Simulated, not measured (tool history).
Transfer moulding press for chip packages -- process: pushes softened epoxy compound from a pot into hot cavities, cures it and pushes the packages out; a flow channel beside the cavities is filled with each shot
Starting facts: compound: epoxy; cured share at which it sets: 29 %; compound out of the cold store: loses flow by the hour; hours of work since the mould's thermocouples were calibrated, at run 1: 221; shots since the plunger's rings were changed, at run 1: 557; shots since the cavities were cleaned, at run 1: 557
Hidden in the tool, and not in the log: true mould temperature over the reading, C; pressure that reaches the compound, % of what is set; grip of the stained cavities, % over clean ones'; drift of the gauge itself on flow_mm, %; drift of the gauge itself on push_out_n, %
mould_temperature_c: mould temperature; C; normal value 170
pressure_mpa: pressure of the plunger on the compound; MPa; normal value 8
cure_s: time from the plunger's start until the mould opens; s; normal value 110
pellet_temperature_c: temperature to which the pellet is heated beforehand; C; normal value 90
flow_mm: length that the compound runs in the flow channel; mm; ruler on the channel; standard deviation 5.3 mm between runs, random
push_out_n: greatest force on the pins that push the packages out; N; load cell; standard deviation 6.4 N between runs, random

run    hour  mould_temperature_c  pressure_mpa  cure_s  pellet_temperature_c  hours of work since the mould's thermocouples were calibrated  shots since the plunger's rings were changed  shots since the cavities were cleaned  incoming compound's hours out of the cold store  flow_mm  push_out_n
  1       0                  170             8     110                    90                                                            221                                           557                                    557                                             10.8      671         373
       18.2  -- cavities cleaned with cleaning compound and waxed
  2    51.1                  163             8     110                    90                                                            245                                           959                                    267                                             40.6      603         487
      101.8  -- cavities cleaned with cleaning compound and waxed
  3   108.6                  170             8     110                    94                                                            272                                          1414                                     56                                             39.3      569         264
  4     162                  170             8     110                    93                                                            298                                          1847                                    489                                             21.7      609         336
      185.8  -- cavities cleaned with cleaning compound and waxed
  5   199.8                  170             8     110                    93                                                            316                                          2142                                    115                                             28.3      580         280
  6   235.7                  169             8     110                    90                                                            333                                          2432                                    405                                             24.1      597         355
  7   260.8                  169           9.8     110                    90                                                            345                                          2636                                    609                                               14      711         376
      270.3  -- cavities cleaned with cleaning compound and waxed
  8   305.9                  169           9.8     110                    90                                                            367                                          2990                                    289                                             20.1      665         339
  9   347.4                  169           9.8     110                    90                                                            387                                          3327                                    626                                             16.9      668         387
      355.6  -- cavities cleaned with cleaning compound and waxed
 10   390.9                  169           9.8     110                    90                                                            407                                          3667                                    286                                             13.3      678         351
        442  -- cavities cleaned with cleaning compound and waxed
 11   450.1                  170             8      94                    90                                                            435                                          4135                                     66                                             19.8      590         346
 12   487.7                  170          7.56      94                    90                                                            453                                          4440                                    371                                             45.7      490         388
 13   519.1                  170             8     110                    90                                                            468                                          4694                                    625                                             11.9      602         368
      525.8  -- cavities cleaned with cleaning compound and waxed
 14   573.9                  170             8     138                    90                                                            494                                          5127                                    390                                             23.4      560         288
 15   600.7                  170             8     109                    86                                                            507                                          5344                                    607                                              9.9      595         362
        611  -- cavities cleaned with cleaning compound and waxed
 16     664                  162          7.78     109                    86                                                            537                                          5846                                    430                                             14.4      603         663
      682.8  -- mould's thermocouples calibrated
      696.2  -- cavities cleaned with cleaning compound and waxed
      699.5  -- plunger's sealing rings changed
 17   699.5                  170           9.2     110                    90                                                              6                                             0                                      6                                             27.5      666         263
 18   740.5                  170           9.2     139                    98                                                             26                                           333                                    339                                              8.4      719         284
        785  -- cavities cleaned with cleaning compound and waxed
 19   799.5                  170           9.2     139                    98                                                             54                                           799                                    117                                             13.6      699         244
 20   853.6                  170             8     110                    80                                                             80                                          1238                                    556                                             40.1      553         354
      870.1  -- cavities cleaned with cleaning compound and waxed
 21   889.3                  170          6.22     110                   100                                                             97                                          1515                                    156                                             33.6      507         280
 22   950.8                  170             8     103                    90                                                            126                                          2014                                    655                                             40.3      556         384
      956.3  -- cavities cleaned with cleaning compound and waxed
 23  1005.2                  170             8     103                    90                                                            152                                          2443                                    397                                               19      620         386
 24  1030.1                  170             8     103                    90                                                            164                                          2645                                    599                                             22.1      605         395
     1041.6  -- cavities cleaned with cleaning compound and waxed
 25  1070.4                  164          6.38     110                    90                                                            183                                          2960                                    234                                             34.2      524         440
     1124.7  -- cavities cleaned with cleaning compound and waxed
 26  1124.7                  164          6.44     110                    85                                                            209                                          3388                                      0                                             30.9      527         394
 27  1150.8                  166          6.44     130                    85                                                            221                                          3600                                    212                                               15      561         320

5 ways to go on from here, each from the tool as it stands after run 27. What would each give?
  A  1202.4                  170          7.67     110                    90                                                            246                                          4018                                    630                                             35.3        ?           ?
  B  1202.4                  163             8     110                    90                                                            246                                          4018                                    630                                              9.2        ?           ?
  C  1202.4                  170          8.17     130                    91                                                            246                                          4018                                    630                                             13.9        ?           ?
  D  1202.4                  169          7.08     130                    85                                                            246                                          4018                                    630                                             27.6        ?           ?
  E  1202.4                  166          7.38     130                    92                                                            246                                          4018                                    630                                             37.2        ?           ?

run  flow_mm  push_out_n
  A      534         351
  B      674         621
  C      617         303
  D      538         344
  E      524         345
Without the tool's hidden state the same runs would have given:
run  flow_mm  push_out_n
  A      581         251
  B      734         451
  C      672         216
  D      586         247
  E      570         247

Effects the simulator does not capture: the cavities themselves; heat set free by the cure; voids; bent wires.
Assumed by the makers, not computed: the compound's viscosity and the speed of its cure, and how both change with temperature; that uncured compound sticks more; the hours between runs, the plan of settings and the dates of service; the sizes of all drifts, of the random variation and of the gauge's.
